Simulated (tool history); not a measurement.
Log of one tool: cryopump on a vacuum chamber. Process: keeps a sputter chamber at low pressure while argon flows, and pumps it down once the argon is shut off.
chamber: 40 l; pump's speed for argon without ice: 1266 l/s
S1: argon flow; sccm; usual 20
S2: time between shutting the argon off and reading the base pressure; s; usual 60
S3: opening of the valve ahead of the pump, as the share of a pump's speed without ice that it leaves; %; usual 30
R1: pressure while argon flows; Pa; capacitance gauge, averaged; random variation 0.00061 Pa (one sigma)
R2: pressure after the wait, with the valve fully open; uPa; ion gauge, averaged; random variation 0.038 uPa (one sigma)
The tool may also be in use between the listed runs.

run   hour  S1   S2  S3      R1    R2
  1      0  20   60  30  0.0961   2.7
  2    7.4  14   60  30  0.0686  2.77
  3     16   9   60  30   0.044  2.75
  4   23.4  34   60  30  0.1652   2.6
  5   39.9  34   60  30  0.1663  2.75
  6   53.7  20   42  30  0.0987  3.48
  7   64.6  20   42  30  0.0978  3.52
  8   80.7  20   42  30  0.0978  3.57
  9   89.7  20   42  30  0.0988  3.65
 10  103.2  22   42  30  0.1088  3.49
 11    114  12   60  30   0.059  2.73
 12  128.8  26   60  30  0.1289  2.78
 13  145.3  26   60  30  0.1299   2.8
 14  158.5  26   60  30  0.1305  2.83
 15  172.7  20  300  19  0.1532  1.37
 16  182.6  17  300  23  0.1084   1.3

Forecast run 17:
     194.1  -- pump warmed up, emptied and cooled again
 17  195.8  28  64  53   ?   ?

Run 17 gave R1 0.0714 Pa, R2 2.47 uPa.
Without the tool's hidden state the same run would have given R1 0.0709 Pa, R2 2.02 uPa.
